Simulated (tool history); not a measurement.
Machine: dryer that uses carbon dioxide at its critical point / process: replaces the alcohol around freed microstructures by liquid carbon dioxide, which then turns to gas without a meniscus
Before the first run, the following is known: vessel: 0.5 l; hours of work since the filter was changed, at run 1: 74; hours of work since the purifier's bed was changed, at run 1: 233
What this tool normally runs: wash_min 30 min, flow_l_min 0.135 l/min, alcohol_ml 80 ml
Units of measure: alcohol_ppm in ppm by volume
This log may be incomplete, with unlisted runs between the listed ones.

| run | day | wash_min | flow_l_min | alcohol_ml | hours of work since the filter was changed | hours of work since the purifier's bed was changed | alcohol_ppm |
|---|---|---|---|---|---|---|---|
| 1 | 0.000 | 30 | 0.135 | 80 | 74 | 233 | 368 |
| 2 | 0.550 | 30 | 0.135 | 80 | 81 | 240 | 370 |
| 3 | 1.112 | 30 | 0.226 | 80 | 88 | 247 | 113 |
| 4 | 1.612 | 30 | 0.226 | 80 | 94 | 253 | 104 |
| 5 | 2.038 | 30 | 0.135 | 80 | 99 | 259 | 373 |
| 6 | 2.462 | 30 | 0.135 | 80 | 105 | 264 | 381 |
| 7 | 2.854 | 30 | 0.135 | 27 | 109 | 269 | 210 |
| 8 | 3.304 | 26 | 0.135 | 27 | 115 | 274 | 338 |
| 9 | 3.600 | 26 | 0.135 | 27 | 119 | 278 | 328 |
| 10 | 3.967 | 26 | 0.135 | 27 | 123 | 283 | 343 |
| 11 | 4.454 | 26 | 0.138 | 27 | 129 | 289 | 309 |
| 12 | 5.062 | 26 | 0.154 | 27 | 137 | 296 | 228 |
| 13 | 5.600 | 26 | 0.154 | 27 | 143 | 303 | 231 |
| 14 | 6.038 | 26 | 0.154 | 27 | 149 | 308 | 225 |
| 15 | 6.612 | 30 | 0.135 | 80 | 156 | 315 | 435 |
| 16 | 6.979 | 30 | 0.135 | 80 | 161 | 320 | 430 |
| 17 | 7.350 | 19 | 0.228 | 42 | 165 | 324 | 217 |
| 18 | 7.871 | 19 | 0.228 | 42 | 172 | 331 | 228 |
| 19 | 8.342 | 30 | 0.135 | 59 | 177 | 337 | 365 |
| 20 | 8.842 | 30 | 0.135 | 59 | 184 | 343 | 369 |
| 21 | 9.238 | 30 | 0.143 | 102 | 188 | 348 | 416 |
| 22 | 9.804 | 30 | 0.089 | 83 | 195 | 355 | 3136 |
| 23 | 10.204 | 34 | 0.129 | 30 | 200 | 360 | 207 |
| 24 | 10.479 | 34 | 0.129 | 30 | 204 | 363 | 224 |
| 25 | 11.033 | 34 | 0.127 | 96 | 211 | 370 | 422 |
| 26 | 11.583 | 34 | 0.127 | 96 | 218 | 377 | 419 |
| 27 | 12.092 | 34 | 0.127 | 96 | 224 | 383 | 404 |
| 28 | 12.392 | 45 | 0.099 | 56 | 228 | 387 | 316 |
| 29 | 12.650 | 41 | 0.099 | 22 | 231 | 390 | 257 |
| 30 | 12.962 | 41 | 0.099 | 22 | 235 | 394 | 263 |
| 31 | 13.542 | 38 | 0.099 | 28 | 242 | 401 | 358 |
| 32 | 13.929 | 35 | 0.101 | 27 | 247 | 406 | 451 |

Predict each of these 3 candidate next runs independently; none follows another, all start after run 32:
| A | 14.450 | 42 | 0.099 | 80 | 253 | 412 | ? |
| B | 14.450 | 39 | 0.173 | 34 | 253 | 412 | ? |
| C | 14.450 | 25 | 0.135 | 108 | 253 | 412 | ? |

| run | alcohol_ppm |
|---|---|
| A | 482 |
| B | 185 |
| C | 1410 |
The same runs, with their run-to-run variation unchanged, on a tool lacking any hidden condition would have given:
| run | alcohol_ppm |
|---|---|
| A | 222 |
| B | 9 |
| C | 914 |
